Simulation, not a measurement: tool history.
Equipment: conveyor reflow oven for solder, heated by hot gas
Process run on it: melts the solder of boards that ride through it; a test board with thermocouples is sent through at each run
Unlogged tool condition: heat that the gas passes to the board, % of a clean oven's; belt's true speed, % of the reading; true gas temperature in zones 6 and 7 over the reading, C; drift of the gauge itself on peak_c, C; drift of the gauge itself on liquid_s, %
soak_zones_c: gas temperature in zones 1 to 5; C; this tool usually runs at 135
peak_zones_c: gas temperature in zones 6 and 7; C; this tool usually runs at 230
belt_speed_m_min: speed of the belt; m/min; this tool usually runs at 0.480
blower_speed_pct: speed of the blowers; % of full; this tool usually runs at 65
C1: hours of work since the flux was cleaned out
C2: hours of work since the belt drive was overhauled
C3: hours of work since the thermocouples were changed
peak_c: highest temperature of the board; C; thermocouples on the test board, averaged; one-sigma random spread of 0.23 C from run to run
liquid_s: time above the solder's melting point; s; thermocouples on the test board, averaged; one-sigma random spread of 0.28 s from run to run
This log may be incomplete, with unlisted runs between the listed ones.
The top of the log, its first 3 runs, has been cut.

Run 4, day 5.696: usual settings but peak_zones_c 226 C, blower_speed_pct 72 % of full; C1 202; C2 381; C3 1138. Result: peak_c 209.1 C, liquid_s 55.1 s.
Run 5, day 8.475: usual settings but peak_zones_c 239 C; C1 232; C2 411; C3 1168. Result: peak_c 218.1 C, liquid_s 64.8 s.
Run 6, day 10.854: usual settings; C1 257; C2 436; C3 1193. Result: peak_c 210.7 C, liquid_s 57.7 s.
Run 7, day 13.038: usual settings; C1 280; C2 460; C3 1216. Result: peak_c 210.7 C, liquid_s 57.5 s.
Run 8, day 14.608: usual settings but peak_zones_c 237 C; C1 297; C2 476; C3 1233. Result: peak_c 216.5 C, liquid_s 63.1 s.
At day 16.283: flux residue cleaned out of gas plates and filters.
Run 9, day 16.283: usual settings but belt_speed_m_min 0.497 m/min; C1 0; C2 492; C3 1249. Result: peak_c 209.9 C, liquid_s 53.8 s.
Run 10, day 18.567: usual settings; C1 24; C2 516; C3 1273. Result: peak_c 211.0 C, liquid_s 57.3 s.
Run 11, day 21.462: usual settings; C1 55; C2 547; C3 1304. Result: peak_c 210.8 C, liquid_s 57.6 s.
Run 12, day 22.742: usual settings but soak_zones_c 125 C; C1 69; C2 561; C3 1318. Result: peak_c 208.6 C, liquid_s 51.4 s.
Run 13, day 24.925: usual settings but soak_zones_c 125 C; C1 92; C2 584; C3 1341. Result: peak_c 208.8 C, liquid_s 51.1 s.
Run 14, day 26.112: usual settings but soak_zones_c 125 C; C1 105; C2 597; C3 1354. Result: peak_c 208.9 C, liquid_s 51.6 s.
Run 15, day 27.642: usual settings but soak_zones_c 125 C; C1 121; C2 613; C3 1370. Result: peak_c 208.9 C, liquid_s 51.4 s.
At day 28.788: thermocouples of zones 6 and 7 changed.
Run 16, day 30.671: usual settings but soak_zones_c 125 C; C1 153; C2 645; C3 20. Result: peak_c 208.6 C, liquid_s 51.5 s.

Run 17, settings as shown, results not yet in. Your forecast:
Run 17, day 33.175: usual settings but soak_zones_c 125 C; C1 179; C2 671; C3 47. Result: peak_c ?, liquid_s ?.

peak_c: 208.4 C
liquid_s: 51.2 s
Were there no unlogged condition in the tool, this run, its random variation unchanged, would have produced peak_c 208.5 C, liquid_s 51.2 s.
